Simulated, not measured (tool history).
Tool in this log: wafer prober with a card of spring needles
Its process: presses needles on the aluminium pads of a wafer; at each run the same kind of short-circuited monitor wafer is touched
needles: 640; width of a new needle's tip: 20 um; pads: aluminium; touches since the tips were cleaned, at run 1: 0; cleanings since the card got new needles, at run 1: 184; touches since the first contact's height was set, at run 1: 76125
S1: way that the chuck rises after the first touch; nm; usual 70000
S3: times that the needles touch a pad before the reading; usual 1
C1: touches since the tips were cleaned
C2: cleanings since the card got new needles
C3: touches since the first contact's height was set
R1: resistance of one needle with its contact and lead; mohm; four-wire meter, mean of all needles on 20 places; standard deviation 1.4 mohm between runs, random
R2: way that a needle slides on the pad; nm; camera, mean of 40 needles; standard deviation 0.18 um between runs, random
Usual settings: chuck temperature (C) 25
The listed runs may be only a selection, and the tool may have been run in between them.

{"run": 1, "hour": 0.0, "S1": 70000, "chuck temperature (C)": 25, "S3": 1, "C1": 0, "C2": 184, "C3": 76125, "R1": 141, "R2": 17450}
{"hour": 3.8, "done": "tips cleaned on abrasive film"}
{"hour": 7.5, "done": "tips cleaned on abrasive film"}
{"hour": 12.2, "done": "tips cleaned on abrasive film"}
{"hour": 16.9, "done": "tips cleaned on abrasive film"}
{"hour": 21.6, "done": "tips cleaned on abrasive film"}
{"run": 2, "hour": 23.0, "S1": 70000, "chuck temperature (C)": 25, "S3": 1, "C1": 750, "C2": 189, "C3": 88449, "R1": 252, "R2": 16890}
{"hour": 25.8, "done": "tips cleaned on abrasive film"}
{"hour": 29.6, "done": "tips cleaned on abrasive film"}
{"hour": 33.4, "done": "tips cleaned on abrasive film"}
{"run": 3, "hour": 34.0, "S1": 70000, "chuck temperature (C)": 25, "S3": 1, "C1": 358, "C2": 192, "C3": 94345, "R1": 196, "R2": 16900}
{"hour": 37.8, "done": "tips cleaned on abrasive film"}
{"hour": 41.6, "done": "tips cleaned on abrasive film"}
{"hour": 45.3, "done": "tips cleaned on abrasive film"}
{"hour": 49.1, "done": "tips cleaned on abrasive film"}
{"hour": 52.9, "done": "tips cleaned on abrasive film"}
{"hour": 54.8, "done": "tips cleaned on abrasive film, once more"}
{"run": 4, "hour": 57.1, "S1": 70000, "chuck temperature (C)": 25, "S3": 1, "C1": 1237, "C2": 198, "C3": 106654, "R1": 289, "R2": 16690}
{"hour": 59.0, "done": "tips cleaned on abrasive film"}
{"hour": 62.8, "done": "tips cleaned on abrasive film"}
{"hour": 66.5, "done": "tips cleaned on abrasive film"}
{"hour": 70.3, "done": "tips cleaned on abrasive film"}
{"run": 5, "hour": 71.6, "S1": 70000, "chuck temperature (C)": 25, "S3": 1, "C1": 711, "C2": 202, "C3": 114409, "R1": 262, "R2": 16670}
{"hour": 74.5, "done": "tips cleaned on abrasive film"}
{"hour": 78.2, "done": "tips cleaned on abrasive film"}
{"hour": 82.0, "done": "tips cleaned on abrasive film"}
{"hour": 86.7, "done": "tips cleaned on abrasive film"}
{"run": 6, "hour": 89.1, "S1": 70000, "chuck temperature (C)": 25, "S3": 1, "C1": 1330, "C2": 206, "C3": 123792, "R1": 317, "R2": 16530}
{"hour": 91.0, "done": "tips cleaned on abrasive film"}
{"hour": 94.8, "done": "tips cleaned on abrasive film"}
{"hour": 98.6, "done": "tips cleaned on abrasive film"}
{"hour": 102.4, "done": "tips cleaned on abrasive film"}
{"hour": 106.1, "done": "tips cleaned on abrasive film"}
{"hour": 109.9, "done": "tips cleaned on abrasive film"}
{"hour": 114.6, "done": "tips cleaned on abrasive film"}
{"run": 7, "hour": 116.0, "S1": 70000, "chuck temperature (C)": 51, "S3": 1, "C1": 749, "C2": 213, "C3": 138128, "R1": 275, "R2": 16550}
{"hour": 118.8, "done": "tips cleaned on abrasive film"}
{"hour": 122.6, "done": "tips cleaned on abrasive film"}
{"hour": 126.3, "done": "tips cleaned on abrasive film"}
{"hour": 130.1, "done": "tips cleaned on abrasive film"}
{"hour": 133.9, "done": "tips cleaned on abrasive film"}
{"hour": 138.6, "done": "tips cleaned on abrasive film"}
{"run": 8, "hour": 139.9, "S1": 70000, "chuck temperature (C)": 51, "S3": 1, "C1": 710, "C2": 219, "C3": 150914, "R1": 269, "R2": 16220}
{"hour": 142.7, "done": "tips cleaned on abrasive film"}
{"hour": 146.5, "done": "tips cleaned on abrasive film"}
{"hour": 150.3, "done": "tips cleaned on abrasive film"}
{"hour": 155.0, "done": "tips cleaned on abrasive film"}
{"hour": 158.7, "done": "tips cleaned on abrasive film"}
{"run": 9, "hour": 161.5, "S1": 70000, "chuck temperature (C)": 51, "S3": 1, "C1": 1539, "C2": 224, "C3": 162519, "R1": 367, "R2": 16120}
{"hour": 162.6, "done": "tips cleaned on abrasive film"}
{"hour": 166.3, "done": "tips cleaned on abrasive film"}
{"hour": 169.4, "done": "height of the first contact set anew"}
{"hour": 171.3, "done": "tips cleaned on abrasive film"}
{"hour": 176.0, "done": "tips cleaned on abrasive film"}
{"hour": 179.8, "done": "tips cleaned on abrasive film"}
{"hour": 184.5, "done": "tips cleaned on abrasive film"}
{"run": 10, "hour": 185.7, "S1": 70000, "chuck temperature (C)": 51, "S3": 1, "C1": 691, "C2": 230, "C3": 8743, "R1": 238, "R2": 18260}
{"hour": 188.6, "done": "tips cleaned on abrasive film"}
{"hour": 192.3, "done": "tips cleaned on abrasive film"}
{"hour": 196.1, "done": "tips cleaned on abrasive film"}
{"hour": 199.9, "done": "tips cleaned on abrasive film"}
{"run": 11, "hour": 202.8, "S1": 70000, "chuck temperature (C)": 51, "S3": 1, "C1": 1620, "C2": 234, "C3": 17913, "R1": 334, "R2": 17930}
{"hour": 203.9, "done": "tips cleaned on abrasive film"}
{"hour": 207.6, "done": "tips cleaned on abrasive film"}
{"hour": 211.4, "done": "tips cleaned on abrasive film"}
{"hour": 216.1, "done": "tips cleaned on abrasive film"}
{"run": 12, "hour": 217.0, "S1": 70000, "chuck temperature (C)": 27, "S3": 1, "C1": 489, "C2": 238, "C3": 25447, "R1": 213, "R2": 18310}
{"hour": 220.8, "done": "tips cleaned on abrasive film"}
{"hour": 224.5, "done": "tips cleaned on abrasive film"}
{"hour": 228.3, "done": "tips cleaned on abrasive film"}
{"hour": 232.1, "done": "tips cleaned on abrasive film"}
{"hour": 235.8, "done": "tips cleaned on abrasive film"}
{"hour": 239.6, "done": "tips cleaned on abrasive film"}
{"run": 13, "hour": 240.5, "S1": 70000, "chuck temperature (C)": 27, "S3": 1, "C1": 494, "C2": 244, "C3": 38019, "R1": 209, "R2": 18000}
{"hour": 244.3, "done": "tips cleaned on abrasive film"}
{"hour": 249.0, "done": "tips cleaned on abrasive film"}
{"hour": 252.7, "done": "tips cleaned on abrasive film"}
{"run": 14, "hour": 252.8, "S1": 59000, "chuck temperature (C)": 25, "S3": 1, "C1": 52, "C2": 247, "C3": 44614, "R1": 171, "R2": 15210}
{"hour": 256.6, "done": "tips cleaned on abrasive film"}
{"hour": 261.3, "done": "tips cleaned on abrasive film"}
{"hour": 265.1, "done": "tips cleaned on abrasive film"}
{"hour": 269.7, "done": "tips cleaned on abrasive film"}
{"hour": 273.5, "done": "tips cleaned on abrasive film"}
{"hour": 277.3, "done": "tips cleaned on abrasive film"}
{"run": 15, "hour": 278.8, "S1": 67000, "chuck temperature (C)": 25, "S3": 3, "C1": 819, "C2": 253, "C3": 58515, "R1": 188, "R2": 16910}
{"hour": 281.6, "done": "tips cleaned on abrasive film"}
{"hour": 285.4, "done": "tips cleaned on abrasive film"}
{"hour": 289.2, "done": "tips cleaned on abrasive film"}
{"hour": 292.9, "done": "tips cleaned on abrasive film"}
{"hour": 297.6, "done": "tips cleaned on abrasive film"}
{"hour": 301.4, "done": "tips cleaned on abrasive film"}
{"run": 16, "hour": 301.7, "S1": 59000, "chuck temperature (C)": 119, "S3": 2, "C1": 146, "C2": 259, "C3": 70738, "R1": 199, "R2": 14460}
{"hour": 305.4, "done": "tips cleaned on abrasive film"}
{"hour": 309.2, "done": "tips cleaned on abrasive film"}
{"hour": 313.0, "done": "tips cleaned on abrasive film"}
{"run": 17, "hour": 315.8, "S1": 59000, "chuck temperature (C)": 119, "S3": 2, "C1": 1574, "C2": 262, "C3": 78352, "R1": 332, "R2": 14500}
{"hour": 316.9, "done": "tips cleaned on abrasive film"}
{"hour": 320.6, "done": "tips cleaned on abrasive film"}
{"hour": 325.3, "done": "tips cleaned on abrasive film"}
{"hour": 330.0, "done": "tips cleaned on abrasive film"}
{"hour": 333.8, "done": "tips cleaned on abrasive film"}
{"hour": 337.9, "done": "tips cleaned on abrasive film"}
{"run": 18, "hour": 337.9, "S1": 74000, "chuck temperature (C)": 79, "S3": 3, "C1": 0, "C2": 268, "C3": 90117, "R1": 158, "R2": 18500}
{"hour": 342.6, "done": "tips cleaned on abrasive film"}
{"hour": 346.4, "done": "tips cleaned on abrasive film"}
{"hour": 350.1, "done": "tips cleaned on abrasive film"}
{"hour": 353.9, "done": "tips cleaned on abrasive film"}
{"hour": 358.6, "done": "tips cleaned on abrasive film"}
{"hour": 363.3, "done": "tips cleaned on abrasive film"}
{"run": 19, "hour": 364.1, "S1": 70000, "chuck temperature (C)": 25, "S3": 2, "C1": 474, "C2": 274, "C3": 104177, "R1": 187, "R2": 17140}
{"hour": 367.9, "done": "tips cleaned on abrasive film"}
{"hour": 371.7, "done": "tips cleaned on abrasive film"}
{"hour": 375.4, "done": "tips cleaned on abrasive film"}
{"run": 20, "hour": 376.9, "S1": 63000, "chuck temperature (C)": 77, "S3": 2, "C1": 820, "C2": 277, "C3": 111036, "R1": 250, "R2": 15210}
{"hour": 379.8, "done": "tips cleaned on abrasive film"}
{"hour": 383.6, "done": "tips cleaned on abrasive film"}
{"hour": 387.3, "done": "tips cleaned on abrasive film"}
{"hour": 391.1, "done": "tips cleaned on abrasive film"}
{"run": 21, "hour": 393.1, "S1": 70000, "chuck temperature (C)": 25, "S3": 2, "C1": 1066, "C2": 281, "C3": 119651, "R1": 247, "R2": 17080}
{"hour": 395.0, "done": "tips cleaned on abrasive film"}
{"hour": 398.8, "done": "tips cleaned on abrasive film"}
{"hour": 403.5, "done": "tips cleaned on abrasive film"}
{"hour": 407.2, "done": "tips cleaned on abrasive film"}
{"run": 22, "hour": 410.6, "S1": 70000, "chuck temperature (C)": 61, "S3": 2, "C1": 1867, "C2": 285, "C3": 129074, "R1": 297, "R2": 16950}
{"hour": 411.7, "done": "tips cleaned on abrasive film"}
{"hour": 415.4, "done": "tips cleaned on abrasive film"}
{"hour": 419.2, "done": "tips cleaned on abrasive film"}
{"hour": 423.9, "done": "tips cleaned on abrasive film"}
{"hour": 427.6, "done": "tips cleaned on abrasive film"}
{"run": 23, "hour": 429.1, "S1": 70000, "chuck temperature (C)": 79, "S3": 2, "C1": 805, "C2": 290, "C3": 138937, "R1": 235, "R2": 16610}
{"hour": 432.0, "done": "tips cleaned on abrasive film"}
{"hour": 435.7, "done": "tips cleaned on abrasive film"}
{"hour": 440.4, "done": "tips cleaned on abrasive film"}
{"run": 24, "hour": 440.4, "S1": 68000, "chuck temperature (C)": 87, "S3": 2, "C1": 0, "C2": 293, "C3": 144943, "R1": 177, "R2": 16050}

5 options for the next run, each taken on its own from the tool as it stands now. Forecast them:
{"hour": 444.1, "done": "tips cleaned on abrasive film"}
{"hour": 448.8, "done": "tips cleaned on abrasive film"}
{"hour": 453.5, "done": "tips cleaned on abrasive film"}
{"hour": 457.3, "done": "tips cleaned on abrasive film"}
{"run": "A", "hour": 459.1, "S1": 62000, "chuck temperature (C)": 87, "S3": 3, "C1": 1002, "C2": 297, "C3": 155003, "R1": "?", "R2": "?"}
{"hour": 444.1, "done": "tips cleaned on abrasive film"}
{"hour": 448.8, "done": "tips cleaned on abrasive film"}
{"hour": 453.5, "done": "tips cleaned on abrasive film"}
{"hour": 457.3, "done": "tips cleaned on abrasive film"}
{"run": "B", "hour": 459.1, "S1": 66000, "chuck temperature (C)": 50, "S3": 1, "C1": 1002, "C2": 297, "C3": 155003, "R1": "?", "R2": "?"}
{"hour": 444.1, "done": "tips cleaned on abrasive film"}
{"hour": 448.8, "done": "tips cleaned on abrasive film"}
{"hour": 453.5, "done": "tips cleaned on abrasive film"}
{"hour": 457.3, "done": "tips cleaned on abrasive film"}
{"run": "C", "hour": 459.1, "S1": 87000, "chuck temperature (C)": 121, "S3": 3, "C1": 1002, "C2": 297, "C3": 155003, "R1": "?", "R2": "?"}
{"hour": 444.1, "done": "tips cleaned on abrasive film"}
{"hour": 448.8, "done": "tips cleaned on abrasive film"}
{"hour": 453.5, "done": "tips cleaned on abrasive film"}
{"hour": 457.3, "done": "tips cleaned on abrasive film"}
{"run": "D", "hour": 459.1, "S1": 63000, "chuck temperature (C)": 49, "S3": 1, "C1": 1002, "C2": 297, "C3": 155003, "R1": "?", "R2": "?"}
{"hour": 444.1, "done": "tips cleaned on abrasive film"}
{"hour": 448.8, "done": "tips cleaned on abrasive film"}
{"hour": 453.5, "done": "tips cleaned on abrasive film"}
{"hour": 457.3, "done": "tips cleaned on abrasive film"}
{"run": "E", "hour": 459.1, "S1": 65000, "chuck temperature (C)": 87, "S3": 1, "C1": 1002, "C2": 297, "C3": 155003, "R1": "?", "R2": "?"}

run=A R1=239 R2=14390
run=B R1=344 R2=15640
run=C R1=188 R2=20730
run=D R1=376 R2=14630
run=E R1=356 R2=15400
The same runs, with their run-to-run variation unchanged, on a tool lacking any hidden condition would have given:
run=A R1=133 R2=16280
run=B R1=125 R2=17520
run=C R1=132 R2=22590
run=D R1=128 R2=16500
run=E R1=134 R2=17290
